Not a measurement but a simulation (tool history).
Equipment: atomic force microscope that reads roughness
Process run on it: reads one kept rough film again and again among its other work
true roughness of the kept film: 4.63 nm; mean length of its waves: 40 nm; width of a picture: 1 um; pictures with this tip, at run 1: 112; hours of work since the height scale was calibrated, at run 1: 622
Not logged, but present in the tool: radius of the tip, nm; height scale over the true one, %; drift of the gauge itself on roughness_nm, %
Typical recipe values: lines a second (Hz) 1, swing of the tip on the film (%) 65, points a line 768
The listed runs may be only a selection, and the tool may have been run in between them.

run	hour	lines a second (Hz)	swing of the tip on the film (%)	points a line	pictures with this tip	hours of work since the height scale was calibrated	roughness of the kept film (nm (root mean square))
1	0	1	65	768	112	622	3.195
2	30.4	1	76	768	135	637	3
3	61.9	1	76	768	158	652	2.916
# hour 75.3: new tip fitted
4	90.1	3.1	76	768	11	665	3.517
5	104.1	3.1	76	768	21	672	3.429
6	125.7	1	65	768	37	683	3.6
7	140.2	1	65	768	48	690	3.562
8	158.2	1	65	882	61	698	3.476
9	177.8	1	65	882	76	708	3.389
10	209.6	1.32	65	768	100	723	3.2
11	233	1.32	65	768	117	735	3.096
12	248.8	1	65	768	129	743	3.041
13	267.9	1	65	768	143	752	2.948
14	289.1	1	65	768	159	762	2.892
# hour 302: new tip fitted
15	309.2	1	65	768	5	772	3.903
16	333.3	3.26	65	768	23	783	3.611
17	360.1	1	55	387	43	796	3.633
18	377.5	2.22	55	442	56	805	3.471
19	393.6	2.23	87	444	68	813	2.98
20	412.2	2.4	56	541	82	822	3.293
21	433.5	1.36	81	440	98	832	3.066
22	462	1.6	70	440	119	846	3.009
23	494.7	1	56	768	144	862	2.974
24	511.1	1	56	768	156	870	2.902
# hour 528.7: new tip fitted
25	531.9	1	56	768	3	880	3.989
26	549.6	1.84	87	518	16	888	3.445
27	565.2	2.61	57	483	28	896	3.712

Below are 4 alternative next runs, each starting from the tool's condition after run 27. Predict each:
A	593.6	2.61	57	660	49	910	?
B	593.6	3.02	90	768	49	910	?
C	593.6	0.66	77	483	49	910	?
D	593.6	0.68	60	483	49	910	?

run	roughness of the kept film (nm (root mean square))
A	3.541
B	2.935
C	3.556
D	3.641
Without the tool's hidden state the same runs would have given:
run	roughness of the kept film (nm (root mean square))
A	4.009
B	3.323
C	4.026
D	4.123
